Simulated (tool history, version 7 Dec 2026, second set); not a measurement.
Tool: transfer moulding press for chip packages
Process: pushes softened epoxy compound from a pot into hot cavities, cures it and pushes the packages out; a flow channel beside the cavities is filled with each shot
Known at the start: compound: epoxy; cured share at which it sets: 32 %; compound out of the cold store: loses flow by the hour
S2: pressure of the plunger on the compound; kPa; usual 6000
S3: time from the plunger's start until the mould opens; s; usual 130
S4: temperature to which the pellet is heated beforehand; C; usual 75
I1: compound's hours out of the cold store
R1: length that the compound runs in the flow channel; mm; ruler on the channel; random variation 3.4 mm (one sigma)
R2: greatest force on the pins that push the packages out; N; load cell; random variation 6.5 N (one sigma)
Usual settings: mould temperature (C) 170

run 1 day=0 | mould_temperature_(C)=170 S2=6000 S3=130 S4=75 | I1=40.6 | R1=838 R2=321
run 2 day=0.271 | mould_temperature_(C)=170 S2=6000 S3=130 S4=75 | I1=40.4 | R1=837 R2=331
run 3 day=0.896 | mould_temperature_(C)=170 S2=6000 S3=130 S4=75 | I1=17.4 | R1=955 R2=373
run 4 day=1.479 | mould_temperature_(C)=170 S2=6000 S3=130 S4=84 | I1=22.5 | R1=918 R2=395
run 5 day=1.871 | mould_temperature_(C)=170 S2=6000 S3=130 S4=84 | I1=14.7 | R1=967 R2=407
run 6 day=2.496 | mould_temperature_(C)=170 S2=6000 S3=130 S4=84 | I1=17 | R1=955 R2=442
run 7 day=3.004 | mould_temperature_(C)=170 S2=6000 S3=130 S4=84 | I1=42.2 | R1=824 R2=446
run 8 day=3.329 | mould_temperature_(C)=170 S2=6000 S3=130 S4=84 | I1=30.5 | R1=874 R2=463
run 9 day=3.679 | mould_temperature_(C)=170 S2=6000 S3=130 S4=84 | I1=22.2 | R1=927 R2=474
run 10 day=3.971 | mould_temperature_(C)=166 S2=6000 S3=130 S4=75 | I1=18.2 | R1=964 R2=573
run 11 day=4.312 | mould_temperature_(C)=166 S2=6000 S3=130 S4=75 | I1=17.4 | R1=975 R2=562
run 12 day=4.783 | mould_temperature_(C)=166 S2=6000 S3=130 S4=75 | I1=17.4 | R1=970 R2=598
-- day=4.975 cavities cleaned with cleaning compound and waxed
run 13 day=5.471 | mould_temperature_(C)=170 S2=6000 S3=130 S4=77 | I1=28.4 | R1=888 R2=287
run 14 day=6.042 | mould_temperature_(C)=170 S2=7360 S3=130 S4=75 | I1=9.1 | R1=1100 R2=343
-- day=6.421 plunger's sealing rings changed
run 15 day=6.675 | mould_temperature_(C)=170 S2=6000 S3=130 S4=75 | I1=47.3 | R1=809 R2=356
-- day=6.804 mould's thermocouples calibrated
run 16 day=7.108 | mould_temperature_(C)=170 S2=6000 S3=130 S4=75 | I1=27.2 | R1=915 R2=366
run 17 day=7.592 | mould_temperature_(C)=170 S2=6000 S3=130 S4=75 | I1=10 | R1=1007 R2=395
run 18 day=7.971 | mould_temperature_(C)=170 S2=5600 S3=126 S4=68 | I1=16.7 | R1=941 R2=428
-- day=8.396 mould's thermocouples calibrated, once more
run 19 day=8.45 | mould_temperature_(C)=170 S2=5600 S3=126 S4=68 | I1=20.8 | R1=910 R2=437
run 20 day=8.775 | mould_temperature_(C)=170 S2=4840 S3=130 S4=74 | I1=42.9 | R1=755 R2=418
run 21 day=9.333 | mould_temperature_(C)=174 S2=6000 S3=157 S4=75 | I1=38.2 | R1=836 R2=410
run 22 day=9.796 | mould_temperature_(C)=163 S2=5730 S3=130 S4=71 | I1=41.5 | R1=857 R2=683
run 23 day=10.054 | mould_temperature_(C)=173 S2=7130 S3=166 S4=75 | I1=11.9 | R1=1070 R2=439
run 24 day=10.679 | mould_temperature_(C)=164 S2=6000 S3=138 S4=74 | I1=42.9 | R1=858 R2=589
run 25 day=11.092 | mould_temperature_(C)=173 S2=5550 S3=116 S4=66 | I1=23.8 | R1=876 R2=512
-- day=11.204 cavities cleaned with cleaning compound and waxed
run 26 day=11.746 | mould_temperature_(C)=170 S2=6000 S3=130 S4=80 | I1=10.1 | R1=1005 R2=316
run 27 day=12.179 | mould_temperature_(C)=174 S2=6000 S3=135 S4=80 | I1=36.7 | R1=845 R2=305
run 28 day=12.521 | mould_temperature_(C)=170 S2=6000 S3=130 S4=80 | I1=19.5 | R1=953 R2=361
run 29 day=12.85 | mould_temperature_(C)=163 S2=5620 S3=118 S4=65 | I1=35.3 | R1=877 R2=641

Measured less the same run without the tool's hidden state. The same run-to-run variation is in both; the gauge's scatter may not be:
The hidden state here: true mould temperature over the reading, C; pressure that reaches the compound, % of what is set; grip of the stained cavities, % over clean ones'; drift of the gauge itself on flow_mm, %; drift of the gauge itself on push_out_n, %.
run=1 R1=-14 R2=+63
run=2 R1=-15 R2=+77
run=3 R1=-17 R2=+110
run=4 R1=-18 R2=+135
run=5 R1=-18 R2=+152
run=6 R1=-19 R2=+177
run=7 R1=-16 R2=+186
run=8 R1=-18 R2=+200
run=9 R1=-20 R2=+208
run=10 R1=-21 R2=+257
run=11 R1=-22 R2=+257
run=12 R1=-22 R2=+281
run=13 R1=-21 R2=+30
run=14 R1=-26 R2=+68
run=15 R1=-3 R2=+95
run=16 R1=-3 R2=+109
run=17 R1=-5 R2=+131
run=18 R1=-4 R2=+153
run=19 R1=-4 R2=+165
run=20 R1=-3 R2=+169
run=21 R1=-4 R2=+171
run=22 R1=-5 R2=+297
run=23 R1=-6 R2=+200
run=24 R1=-5 R2=+269
run=25 R1=-6 R2=+242
run=26 R1=-7 R2=+44
run=27 R1=-7 R2=+63
run=28 R1=-8 R2=+89
run=29 R1=-7 R2=+176
